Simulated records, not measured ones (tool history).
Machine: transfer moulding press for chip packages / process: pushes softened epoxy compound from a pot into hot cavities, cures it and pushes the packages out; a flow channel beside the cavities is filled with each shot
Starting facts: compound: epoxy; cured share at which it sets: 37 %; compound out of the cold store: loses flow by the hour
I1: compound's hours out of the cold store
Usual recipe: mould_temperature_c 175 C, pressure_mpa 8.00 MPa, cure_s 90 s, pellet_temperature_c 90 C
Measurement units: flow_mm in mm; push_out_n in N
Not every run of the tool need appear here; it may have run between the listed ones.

{"run": 1, "hour": 0.0, "mould_temperature_c": 175, "pressure_mpa": 8.0, "cure_s": 90, "pellet_temperature_c": 90, "I1": 9.2, "flow_mm": 879, "push_out_n": 483}
{"run": 2, "hour": 7.1, "mould_temperature_c": 175, "pressure_mpa": 9.48, "cure_s": 90, "pellet_temperature_c": 90, "I1": 47.0, "flow_mm": 758, "push_out_n": 462}
{"run": 3, "hour": 18.0, "mould_temperature_c": 174, "pressure_mpa": 9.48, "cure_s": 90, "pellet_temperature_c": 90, "I1": 15.5, "flow_mm": 909, "push_out_n": 558}
{"hour": 20.7, "done": "cavities cleaned with cleaning compound and waxed"}
{"run": 4, "hour": 28.7, "mould_temperature_c": 174, "pressure_mpa": 9.48, "cure_s": 90, "pellet_temperature_c": 90, "I1": 29.3, "flow_mm": 847, "push_out_n": 423}
{"run": 5, "hour": 37.3, "mould_temperature_c": 174, "pressure_mpa": 9.48, "cure_s": 90, "pellet_temperature_c": 90, "I1": 28.6, "flow_mm": 843, "push_out_n": 475}
{"run": 6, "hour": 46.1, "mould_temperature_c": 175, "pressure_mpa": 8.0, "cure_s": 90, "pellet_temperature_c": 90, "I1": 31.7, "flow_mm": 758, "push_out_n": 485}
{"run": 7, "hour": 58.2, "mould_temperature_c": 175, "pressure_mpa": 8.0, "cure_s": 90, "pellet_temperature_c": 90, "I1": 36.6, "flow_mm": 731, "push_out_n": 505}
{"hour": 63.6, "done": "cavities cleaned with cleaning compound and waxed"}
{"run": 8, "hour": 66.3, "mould_temperature_c": 175, "pressure_mpa": 8.0, "cure_s": 70, "pellet_temperature_c": 90, "I1": 17.3, "flow_mm": 810, "push_out_n": 642}
{"run": 9, "hour": 73.9, "mould_temperature_c": 175, "pressure_mpa": 8.0, "cure_s": 70, "pellet_temperature_c": 90, "I1": 22.3, "flow_mm": 792, "push_out_n": 731}
{"run": 10, "hour": 79.7, "mould_temperature_c": 175, "pressure_mpa": 8.0, "cure_s": 70, "pellet_temperature_c": 90, "I1": 23.4, "flow_mm": 773, "push_out_n": 767}
{"run": 11, "hour": 86.5, "mould_temperature_c": 175, "pressure_mpa": 8.0, "cure_s": 106, "pellet_temperature_c": 90, "I1": 26.6, "flow_mm": 768, "push_out_n": 365}
{"run": 12, "hour": 98.7, "mould_temperature_c": 175, "pressure_mpa": 8.0, "cure_s": 90, "pellet_temperature_c": 90, "I1": 27.3, "flow_mm": 757, "push_out_n": 499}
{"hour": 105.9, "done": "cavities cleaned with cleaning compound and waxed"}
{"run": 13, "hour": 113.5, "mould_temperature_c": 182, "pressure_mpa": 8.0, "cure_s": 90, "pellet_temperature_c": 90, "I1": 13.8, "flow_mm": 809, "push_out_n": 294}
{"run": 14, "hour": 124.4, "mould_temperature_c": 182, "pressure_mpa": 8.0, "cure_s": 90, "pellet_temperature_c": 90, "I1": 35.8, "flow_mm": 697, "push_out_n": 333}
{"hour": 133.0, "done": "plunger's sealing rings changed"}
{"run": 15, "hour": 139.5, "mould_temperature_c": 181, "pressure_mpa": 8.0, "cure_s": 104, "pellet_temperature_c": 90, "I1": 11.2, "flow_mm": 880, "push_out_n": 373}
{"run": 16, "hour": 148.6, "mould_temperature_c": 167, "pressure_mpa": 7.44, "cure_s": 109, "pellet_temperature_c": 99, "I1": 39.2, "flow_mm": 754, "push_out_n": 560}
{"hour": 150.7, "done": "cavities cleaned with cleaning compound and waxed"}
{"run": 17, "hour": 158.8, "mould_temperature_c": 181, "pressure_mpa": 8.71, "cure_s": 94, "pellet_temperature_c": 93, "I1": 26.9, "flow_mm": 834, "push_out_n": 320}
{"run": 18, "hour": 164.5, "mould_temperature_c": 173, "pressure_mpa": 7.02, "cure_s": 98, "pellet_temperature_c": 90, "I1": 8.1, "flow_mm": 874, "push_out_n": 437}
{"run": 19, "hour": 177.6, "mould_temperature_c": 173, "pressure_mpa": 7.02, "cure_s": 98, "pellet_temperature_c": 90, "I1": 11.6, "flow_mm": 832, "push_out_n": 488}
{"run": 20, "hour": 190.6, "mould_temperature_c": 169, "pressure_mpa": 9.96, "cure_s": 87, "pellet_temperature_c": 90, "I1": 19.3, "flow_mm": 975, "push_out_n": 873}
{"hour": 193.0, "done": "cavities cleaned with cleaning compound and waxed"}
{"run": 21, "hour": 204.0, "mould_temperature_c": 177, "pressure_mpa": 9.35, "cure_s": 90, "pellet_temperature_c": 90, "I1": 31.1, "flow_mm": 837, "push_out_n": 362}
{"run": 22, "hour": 215.6, "mould_temperature_c": 175, "pressure_mpa": 8.99, "cure_s": 90, "pellet_temperature_c": 80, "I1": 11.7, "flow_mm": 938, "push_out_n": 501}
{"run": 23, "hour": 223.5, "mould_temperature_c": 173, "pressure_mpa": 8.0, "cure_s": 90, "pellet_temperature_c": 93, "I1": 34.7, "flow_mm": 759, "push_out_n": 522}
{"hour": 235.8, "done": "cavities cleaned with cleaning compound and waxed"}
{"run": 24, "hour": 237.7, "mould_temperature_c": 169, "pressure_mpa": 6.79, "cure_s": 90, "pellet_temperature_c": 90, "I1": 18.8, "flow_mm": 797, "push_out_n": 548}
{"run": 25, "hour": 245.0, "mould_temperature_c": 169, "pressure_mpa": 6.79, "cure_s": 95, "pellet_temperature_c": 84, "I1": 43.6, "flow_mm": 678, "push_out_n": 510}
{"run": 26, "hour": 258.6, "mould_temperature_c": 169, "pressure_mpa": 6.79, "cure_s": 95, "pellet_temperature_c": 84, "I1": 39.9, "flow_mm": 700, "push_out_n": 593}
{"run": 27, "hour": 265.2, "mould_temperature_c": 175, "pressure_mpa": 9.15, "cure_s": 90, "pellet_temperature_c": 90, "I1": 29.2, "flow_mm": 833, "push_out_n": 475}

Consider 5 possible next runs. They are alternatives, not a sequence: every one starts from the tool as it was left by run 27. What does each give?
{"run": "A", "hour": 275.8, "mould_temperature_c": 181, "pressure_mpa": 9.15, "cure_s": 90, "pellet_temperature_c": 90, "I1": 13.5, "flow_mm": "?", "push_out_n": "?"}
{"run": "B", "hour": 275.8, "mould_temperature_c": 175, "pressure_mpa": 9.23, "cure_s": 90, "pellet_temperature_c": 80, "I1": 30.6, "flow_mm": "?", "push_out_n": "?"}
{"run": "C", "hour": 275.8, "mould_temperature_c": 175, "pressure_mpa": 9.15, "cure_s": 78, "pellet_temperature_c": 90, "I1": 34.5, "flow_mm": "?", "push_out_n": "?"}
{"run": "D", "hour": 275.8, "mould_temperature_c": 179, "pressure_mpa": 8.11, "cure_s": 90, "pellet_temperature_c": 90, "I1": 34.1, "flow_mm": "?", "push_out_n": "?"}
{"run": "E", "hour": 275.8, "mould_temperature_c": 176, "pressure_mpa": 8.0, "cure_s": 79, "pellet_temperature_c": 93, "I1": 30.4, "flow_mm": "?", "push_out_n": "?"}

run=A flow_mm=904 push_out_n=419
run=B flow_mm=822 push_out_n=504
run=C flow_mm=806 push_out_n=673
run=D flow_mm=754 push_out_n=421
run=E flow_mm=776 push_out_n=596
Without the tool's unlogged condition, the same runs would have read:
run=A flow_mm=932 push_out_n=277
run=B flow_mm=849 push_out_n=334
run=C flow_mm=832 push_out_n=450
run=D flow_mm=778 push_out_n=277
run=E flow_mm=800 push_out_n=398

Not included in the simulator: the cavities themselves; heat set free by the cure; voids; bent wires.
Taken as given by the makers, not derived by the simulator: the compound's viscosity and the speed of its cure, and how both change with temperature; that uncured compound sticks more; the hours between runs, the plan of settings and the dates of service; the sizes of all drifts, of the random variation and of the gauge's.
